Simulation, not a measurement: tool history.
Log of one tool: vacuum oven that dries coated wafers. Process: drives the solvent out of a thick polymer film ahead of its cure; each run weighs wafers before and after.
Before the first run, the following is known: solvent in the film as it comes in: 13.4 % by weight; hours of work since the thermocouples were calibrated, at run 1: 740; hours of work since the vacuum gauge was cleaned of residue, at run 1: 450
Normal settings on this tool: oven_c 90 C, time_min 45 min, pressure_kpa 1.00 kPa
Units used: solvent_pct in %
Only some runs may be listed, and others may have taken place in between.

run    hour  oven_c  time_min  pressure_kpa  hours of work since the thermocouples were calibrated  hours of work since the vacuum gauge was cleaned of residue  solvent_pct
  1     0.0      90        45          1.00                                                    740                                                          450         1.83
  2    56.3      90        25          1.00                                                    768                                                          478         3.09
  3   134.0      90        25          1.00                                                    806                                                          517         3.06
  4   183.4      90        45          1.00                                                    831                                                          541         1.85
  5   246.6      90        25          1.00                                                    862                                                          573         3.05
  6   286.1      90        25          1.00                                                    882                                                          592         3.11
  7   354.2      90        59          1.00                                                    916                                                          626         1.72
  8   428.7      90        51          1.00                                                    953                                                          663         1.85
  9   491.6      90        51          1.00                                                    984                                                          695         1.79
      523.4  -- oven's thermocouples calibrated
 10   536.4      90        28          1.00                                                      6                                                          716         3.11
 11   607.4      90        28          1.00                                                     42                                                          751         3.13
 12   669.2      90        28          1.00                                                     73                                                          782         3.15
 13   707.2      90        28          1.00                                                     91                                                          801         3.20
 14   742.3      90        28          3.64                                                    109                                                          818         6.03
 15   786.3      90        64          3.64                                                    131                                                          840         5.23
 16   833.4      90        64          3.64                                                    154                                                          864         5.42
 17   909.3      90        45          1.00                                                    192                                                          902         2.12
 18   957.3      90        55          1.00                                                    216                                                          926         1.96
 19  1006.2      90        45          1.27                                                    240                                                          950         2.58
 20  1064.7      90        45          1.27                                                    269                                                          979         2.49
 21  1118.4      90        45          1.27                                                    296                                                         1006         2.60
 22  1156.0      90        45          1.27                                                    315                                                         1024         2.48
 23  1195.8     103        45          1.00                                                    335                                                         1044         1.18
 24  1238.8      90        64          1.22                                                    356                                                         1066         2.06
 25  1312.3      80        56          2.28                                                    393                                                         1102         5.83
     1370.8  -- vacuum gauge cleaned of residue and calibrated
 26  1374.7      79        43          1.84                                                    423                                                            2         5.36
 27  1431.7     101        45          1.00                                                    451                                                           30         0.92
 28  1503.3     101        45          1.00                                                    487                                                           66         0.85
 29  1559.5     101        45          1.00                                                    515                                                           94         0.94
 30  1636.9     101        45          1.00                                                    554                                                          133         1.00
 31  1689.6     101        45          1.00                                                    580                                                          159         0.88
 32  1737.7      89        45          1.00                                                    604                                                          183         1.93
 33  1796.1      89        45          1.00                                                    633                                                          212         1.89
 34  1866.4      89        45          1.00                                                    668                                                          247         2.02
 35  1924.8      89        45          1.00                                                    697                                                          276         1.91
 36  1985.5     101        45          0.74                                                    727                                                          306         0.75
 37  2047.3      90        49          1.00                                                    758                                                          337         1.70
 38  2085.3      90        49          1.00                                                    777                                                          356         1.75
 39  2162.6      90        34          0.58                                                    815                                                          394         1.79
 40  2239.3      90        40          1.00                                                    854                                                          432         1.99
 41  2308.9      90        30          3.77                                                    888                                                          467         5.68
 42  2372.8      90        30          3.77                                                    920                                                          499         5.75
 43  2410.4      90        45          3.67                                                    939                                                          518         5.18
 44  2476.8     103        72          1.44                                                    972                                                          551         1.31

For each entry between runs, how does the tool's hidden state at the last listed run before it compare with that at the first listed run after it?
After run 9, before run 10: oven's thermocouples calibrated (hour 523.4)
  true wafer temperature over the reading, C: 1.67 -> 0.01; true pressure over the reading, kPa: 0.242 -> 0.25
  difference, measured minus the result without the unlogged condition, solvent_pct: +0.12 -> +0.29 %
After run 25, before run 26: vacuum gauge cleaned of residue and calibrated (hour 1370.8)
  true wafer temperature over the reading, C: 0.66 -> 0.71; true pressure over the reading, kPa: 0.395 -> -0.008
  difference, measured minus the result without the unlogged condition, solvent_pct: +0.50 -> -0.21 %

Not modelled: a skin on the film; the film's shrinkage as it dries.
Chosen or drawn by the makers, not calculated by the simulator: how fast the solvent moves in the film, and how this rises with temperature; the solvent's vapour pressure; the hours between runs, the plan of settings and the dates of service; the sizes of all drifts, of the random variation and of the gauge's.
